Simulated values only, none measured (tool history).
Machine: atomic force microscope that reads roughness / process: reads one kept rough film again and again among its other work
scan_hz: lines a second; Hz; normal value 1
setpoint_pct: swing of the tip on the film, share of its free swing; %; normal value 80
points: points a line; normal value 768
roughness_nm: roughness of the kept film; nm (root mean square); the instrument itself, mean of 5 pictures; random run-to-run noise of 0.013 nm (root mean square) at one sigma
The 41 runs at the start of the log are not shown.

Run 42, hour 347: usual settings but scan_hz 0.99 Hz, setpoint_pct 83 %. Result: roughness_nm 2.523 nm (root mean square).
Run 43, hour 352.3: usual settings but scan_hz 0.56 Hz, setpoint_pct 74 %, points 318. Result: roughness_nm 2.606 nm (root mean square).
Run 44, hour 360.3: usual settings but scan_hz 0.56 Hz, setpoint_pct 74 %, points 318. Result: roughness_nm 2.572 nm (root mean square).
Run 45, hour 370.6: usual settings but scan_hz 0.56 Hz, setpoint_pct 74 %, points 318. Result: roughness_nm 2.529 nm (root mean square).
Run 46, hour 380.4: usual settings but scan_hz 0.56 Hz, setpoint_pct 74 %, points 318. Result: roughness_nm 2.533 nm (root mean square).
Run 47, hour 388.8: usual settings but scan_hz 0.56 Hz, setpoint_pct 74 %, points 318. Result: roughness_nm 2.456 nm (root mean square).
Run 48, hour 396.4: usual settings but scan_hz 3.92 Hz, points 373. Result: roughness_nm 1.906 nm (root mean square).
Run 49, hour 401.3: usual settings but scan_hz 3.92 Hz, points 373. Result: roughness_nm 1.894 nm (root mean square).
Run 50, hour 407.5: usual settings but scan_hz 1.26 Hz, setpoint_pct 62 %, points 516. Result: roughness_nm 2.426 nm (root mean square).
Run 51, hour 415.8: usual settings but scan_hz 1.26 Hz, setpoint_pct 62 %, points 516. Result: roughness_nm 2.395 nm (root mean square).
At hour 418.3: new tip fitted.
Run 52, hour 424.8: usual settings but scan_hz 0.83 Hz. Result: roughness_nm 3.008 nm (root mean square).
Run 53, hour 434.3: usual settings but scan_hz 1.83 Hz, setpoint_pct 82 %, points 347. Result: roughness_nm 2.681 nm (root mean square).

Each row is a separate what-if for the run after 53, all from the same tool condition, not one after another. Results?
Run A, hour 441: usual settings but scan_hz 2.53 Hz, setpoint_pct 56 %, points 335. Result: roughness_nm ?.
Run B, hour 441: usual settings but scan_hz 2.07 Hz, setpoint_pct 82 %, points 347. Result: roughness_nm ?.
Run C, hour 441: usual settings but scan_hz 1.83 Hz, setpoint_pct 82 %, points 557. Result: roughness_nm ?.
Run D, hour 441: usual settings but scan_hz 0.73 Hz, setpoint_pct 82 %, points 347. Result: roughness_nm ?.

run  roughness_nm
  A         2.952
  B          2.63
  C         2.649
  D         2.917
With the hidden condition removed and each run's random variation left untouched, the same runs would have given:
run  roughness_nm
  A          3.07
  B         2.735
  C         2.755
  D         3.034
